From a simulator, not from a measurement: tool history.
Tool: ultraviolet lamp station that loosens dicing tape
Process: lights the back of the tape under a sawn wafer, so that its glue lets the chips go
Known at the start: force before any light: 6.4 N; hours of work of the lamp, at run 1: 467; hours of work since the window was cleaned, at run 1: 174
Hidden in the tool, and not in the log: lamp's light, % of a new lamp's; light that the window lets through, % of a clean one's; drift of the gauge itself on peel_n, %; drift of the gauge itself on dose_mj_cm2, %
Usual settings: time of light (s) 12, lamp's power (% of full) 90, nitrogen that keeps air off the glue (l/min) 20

| run | day | time of light (s) | lamp's power (% of full) | nitrogen that keeps air off the glue (l/min) | hours of work of the lamp | hours of work since the window was cleaned | force that peels the tape off (N) | light that reached the tape (mJ/cm²) |
|---|---|---|---|---|---|---|---|---|
| 1 | 0.000 | 12 | 90 | 20 | 467 | 174 | 0.911 | 313 |
| 2 | 0.958 | 12 | 90 | 15 | 485 | 192 | 1.053 | 309 |
| 3 | 2.000 | 11 | 90 | 20 | 504 | 211 | 1.181 | 276 |
|  | 2.162 | window cleaned of glue's vapour |
| 4 | 2.733 | 11 | 90 | 20 | 517 | 11 | 1.223 | 262 |
| 5 | 3.433 | 12 | 90 | 6 | 530 | 24 | 1.647 | 284 |
| 6 | 3.983 | 12 | 90 | 6 | 541 | 34 | 1.676 | 282 |
| 7 | 4.617 | 12 | 90 | 6 | 552 | 46 | 1.735 | 274 |
|  | 5.025 | window cleaned of glue's vapour, once more |
| 8 | 5.121 | 12 | 90 | 32 | 561 | 2 | 0.666 | 338 |
| 9 | 6.196 | 24 | 90 | 32 | 581 | 22 | 0.227 | 646 |
| 10 | 7.267 | 12 | 90 | 20 | 601 | 42 | 0.885 | 319 |
| 11 | 7.750 | 12 | 63 | 20 | 610 | 51 | 1.597 | 219 |
| 12 | 8.458 | 16 | 90 | 20 | 623 | 64 | 0.546 | 416 |
| 13 | 9.429 | 12 | 99 | 20 | 642 | 82 | 0.811 | 333 |
| 14 | 10.258 | 12 | 99 | 20 | 657 | 97 | 0.840 | 328 |
| 15 | 11.012 | 12 | 99 | 20 | 671 | 111 | 0.849 | 323 |
| 16 | 11.662 | 15 | 81 | 20 | 683 | 123 | 0.853 | 325 |
| 17 | 12.742 | 12 | 80 | 23 | 703 | 143 | 1.249 | 250 |
| 18 | 13.642 | 12 | 80 | 23 | 720 | 160 | 1.270 | 248 |
| 19 | 14.308 | 15 | 80 | 23 | 732 | 173 | 0.931 | 307 |
| 20 | 15.450 | 8 | 78 | 12 | 754 | 194 | 2.688 | 154 |
| 21 | 16.104 | 12 | 90 | 20 | 766 | 206 | 1.217 | 260 |
|  | 16.533 | window cleaned of glue's vapour |
| 22 | 16.658 | 15 | 85 | 20 | 776 | 2 | 0.725 | 354 |
| 23 | 17.500 | 7 | 74 | 12 | 791 | 18 | 2.783 | 138 |
| 24 | 18.088 | 7 | 74 | 12 | 802 | 29 | 2.906 | 139 |
| 25 | 19.154 | 12 | 76 | 28 | 822 | 49 | 1.258 | 242 |
| 26 | 19.712 | 12 | 75 | 6 | 832 | 59 | 2.122 | 234 |
| 27 | 20.292 | 12 | 75 | 6 | 843 | 70 | 2.036 | 233 |
| 28 | 21.354 | 9 | 90 | 18 | 863 | 90 | 1.714 | 203 |

Hidden state at the last listed run before each entry between runs and at the first one after, where it differs:
Between runs 3 and 4: window cleaned of glue's vapour (day 2.162)
  lamp's light, % of a new lamp's: 79 -> 78.5; light that the window lets through, % of a clean one's: 87.2 -> 84.1
  measured less the result without the state, force that peels the tape off (N): +0.564 -> +0.625; light that reached the tape (mJ/cm²): -125 -> -136
Between runs 7 and 8: window cleaned of glue's vapour, once more (day 5.025)
  lamp's light, % of a new lamp's: 77.2 -> 76.9; light that the window lets through, % of a clean one's: 81.9 -> 98.7
  measured less the result without the state, force that peels the tape off (N): +0.849 -> +0.271; light that reached the tape (mJ/cm²): -160 -> -106
Between runs 21 and 22: window cleaned of glue's vapour (day 16.533)
  lamp's light, % of a new lamp's: 69.2 -> 68.8; light that the window lets through, % of a clean one's: 86.8 -> 99.8
  measured less the result without the state, force that peels the tape off (N): +0.718 -> +0.365; light that reached the tape (mJ/cm²): -173 -> -160

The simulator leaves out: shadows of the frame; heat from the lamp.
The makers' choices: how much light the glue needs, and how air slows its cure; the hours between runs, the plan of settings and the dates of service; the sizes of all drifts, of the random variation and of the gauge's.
